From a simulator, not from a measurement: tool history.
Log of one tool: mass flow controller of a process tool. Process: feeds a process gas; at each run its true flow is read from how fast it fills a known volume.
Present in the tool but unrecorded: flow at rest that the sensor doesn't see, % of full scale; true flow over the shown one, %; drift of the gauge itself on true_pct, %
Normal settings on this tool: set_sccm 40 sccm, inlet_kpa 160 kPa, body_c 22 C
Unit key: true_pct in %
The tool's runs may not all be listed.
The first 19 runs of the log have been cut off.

| run | hour | set_sccm | inlet_kpa | body_c | hours of work since the controller was set to zero | hours of work since the controller was changed | true_pct |
|---|---|---|---|---|---|---|---|
| 20 | 6694.2 | 40 | 170 | 22 | 1903 | 1903 | 99.40 |
| 21 | 7137.6 | 40 | 160 | 25 | 2175 | 2175 | 99.69 |
| 22 | 7565.1 | 40 | 160 | 25 | 2437 | 2437 | 99.85 |
| 23 | 8007.9 | 77 | 164 | 31 | 2708 | 2708 | 102.11 |
| 24 | 8469.1 | 40 | 150 | 22 | 2990 | 2990 | 99.79 |
| 25 | 8666.0 | 46 | 146 | 21 | 3111 | 3111 | 100.01 |
| 26 | 8969.9 | 46 | 146 | 21 | 3297 | 3297 | 100.09 |
| 27 | 9280.3 | 64 | 160 | 37 | 3487 | 3487 | 102.88 |
| 28 | 9686.2 | 13 | 165 | 40 | 3736 | 3736 | 98.65 |
| 29 | 10103.0 | 13 | 165 | 40 | 3991 | 3991 | 98.80 |
| 30 | 10390.5 | 18 | 191 | 31 | 4167 | 4167 | 99.08 |
| 31 | 10667.2 | 18 | 191 | 31 | 4336 | 4336 | 99.31 |
| 32 | 11149.9 | 61 | 160 | 22 | 4632 | 4632 | 101.80 |
| 33 | 11541.7 | 40 | 192 | 22 | 4872 | 4872 | 101.06 |
|  | 11872.5 | controller exchanged for a calibrated one |
| 34 | 11992.8 | 40 | 254 | 31 | 74 | 74 | 99.61 |
| 35 | 12409.8 | 27 | 256 | 31 | 329 | 329 | 99.56 |
| 36 | 12812.6 | 29 | 160 | 25 | 576 | 576 | 98.49 |
| 37 | 13153.6 | 29 | 160 | 25 | 785 | 785 | 98.38 |
| 38 | 13454.9 | 29 | 160 | 25 | 969 | 969 | 98.66 |
| 39 | 13656.7 | 32 | 160 | 22 | 1093 | 1093 | 98.51 |
| 40 | 13946.3 | 32 | 160 | 22 | 1270 | 1270 | 98.54 |
| 41 | 14246.0 | 95 | 172 | 36 | 1454 | 1454 | 102.06 |
| 42 | 14559.7 | 29 | 148 | 26 | 1646 | 1646 | 99.08 |
| 43 | 14902.2 | 17 | 248 | 26 | 1855 | 1855 | 98.47 |

Alternative continuations, all from the tool just after run 43; predict every row:
| A | 15335.1 | 40 | 145 | 34 | 2121 | 2121 | ? |
| B | 15335.1 | 34 | 160 | 22 | 2121 | 2121 | ? |
| C | 15335.1 | 57 | 248 | 26 | 2121 | 2121 | ? |

| run | true_pct |
|---|---|
| A | 100.62 |
| B | 99.11 |
| C | 100.99 |
With no hidden state in the tool, these same runs would have given:
| run | true_pct |
|---|---|
| A | 99.35 |
| B | 97.99 |
| C | 99.47 |
